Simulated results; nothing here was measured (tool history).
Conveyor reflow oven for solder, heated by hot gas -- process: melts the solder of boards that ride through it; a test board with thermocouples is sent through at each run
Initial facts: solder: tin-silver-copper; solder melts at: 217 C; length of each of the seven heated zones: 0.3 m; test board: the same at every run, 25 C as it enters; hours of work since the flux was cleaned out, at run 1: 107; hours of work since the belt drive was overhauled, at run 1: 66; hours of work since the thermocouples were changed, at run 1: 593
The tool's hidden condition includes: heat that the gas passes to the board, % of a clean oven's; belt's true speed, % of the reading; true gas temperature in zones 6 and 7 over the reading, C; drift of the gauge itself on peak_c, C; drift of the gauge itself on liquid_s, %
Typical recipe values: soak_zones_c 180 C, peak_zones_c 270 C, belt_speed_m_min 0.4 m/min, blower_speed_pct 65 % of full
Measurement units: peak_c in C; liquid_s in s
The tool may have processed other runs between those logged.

run,hour,soak_zones_c,peak_zones_c,belt_speed_m_min,blower_speed_pct,hours of work since the flux was cleaned out,hours of work since the belt drive was overhauled,hours of work since the thermocouples were changed,peak_c,liquid_s
1,0,180,270,0.4,65,107,66,593,253.3,71
2,7.1,179,270,0.4,65,111,70,597,253.3,70.5
3,16.9,179,270,0.4,65,116,76,602,253.2,70.3
4,28.2,180,262,0.4,65,123,82,609,246.3,65
5,37,180,270,0.455,65,128,87,614,249,57.8
# hour 42.1: belt drive overhauled, speed set with a stopwatch
6,49,180,270,0.455,65,132,4,619,249.2,57.8
7,57.3,180,270,0.455,65,137,9,623,248.8,57.8
8,65.1,180,270,0.455,65,142,13,628,249,57.7
9,72.5,180,270,0.455,65,146,17,632,249.1,57.9
10,82,180,270,0.323,77,151,23,637,260.4,96.8
11,97.6,180,270,0.4,65,160,32,646,253.5,70.8
12,110.3,180,270,0.4,65,167,39,653,253.5,70.7

The next listed run, before its measurement:
# hour 121.1: belt drive overhauled, speed set with a stopwatch, once more
13,124.8,166,266,0.4,50,173,2,659,?,?

Run 13 came out at peak_c 243 C, liquid_s 53 s.
The same run, on a tool lacking any hidden state, would have yielded peak_c 245.5 C, liquid_s 56 s.
